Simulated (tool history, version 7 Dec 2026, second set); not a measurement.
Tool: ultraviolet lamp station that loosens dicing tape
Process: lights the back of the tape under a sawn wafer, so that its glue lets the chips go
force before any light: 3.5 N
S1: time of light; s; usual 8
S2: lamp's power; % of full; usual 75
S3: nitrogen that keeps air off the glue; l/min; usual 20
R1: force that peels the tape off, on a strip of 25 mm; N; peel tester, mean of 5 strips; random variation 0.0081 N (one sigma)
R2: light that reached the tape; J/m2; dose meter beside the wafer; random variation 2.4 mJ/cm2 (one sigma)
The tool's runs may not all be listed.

run   hour  S1  S2  S3     R1    R2
  1      0   8  75  20  0.317  2750
  2    7.7   8  75  27  0.291  2720
  3     25   6  75  27  0.469  2020
  4   38.3   8  62  20  0.455  2260
  5   54.8   8  62  20  0.456  2270
  6   62.8   8  62  20   0.44  2270
  7     79   5  75  20   0.71  1700
  8   93.4   8  75  20  0.312  2730
  9  103.9   8  75  38  0.274  2770
 10  114.3   8  75  36  0.279  2730
 11  129.4   8  75  36  0.271  2730
 12  142.5   8  75  20  0.325  2790
 13  158.2   8  75  20  0.324  2730
 14  170.1   8  75   8  0.464  2760
 15  182.6  16  75  34   0.14  5570
 16  197.4  16  75  34   0.13  5460
 17  210.2   6  71   7  0.833  1920
     220.9  -- window cleaned of glue's vapour
 18  222.9   6  71   7   0.84  1960
 19  240.9   6  71   7  0.814  1990
 20  250.9   4  93  24  0.686  1710
 21  265.9   8  92   7  0.355  3370
 22  277.8   8  92   7  0.339  3390
 23  289.1   8  92   7  0.348  3390
 24  305.2   8  88  14  0.269  3230
 25  320.7   8  70   7  0.533  2570
 26  337.4   9  70  33   0.25  2890
 27  355.1   7  62  12  0.662  2000

Forecast each of these 3 alternatives for the next run:
  A  366.2   8  77  39   ?   ?
  B  366.2   7  67  27   ?   ?
  C  366.2   7  64  18   ?   ?

run     R1    R2
  A  0.266  2830
  B  0.432  2150
  C  0.546  2070
Without the tool's hidden state the same runs would have given:
run     R1    R2
  A  0.266  2830
  B  0.432  2150
  C  0.545  2070

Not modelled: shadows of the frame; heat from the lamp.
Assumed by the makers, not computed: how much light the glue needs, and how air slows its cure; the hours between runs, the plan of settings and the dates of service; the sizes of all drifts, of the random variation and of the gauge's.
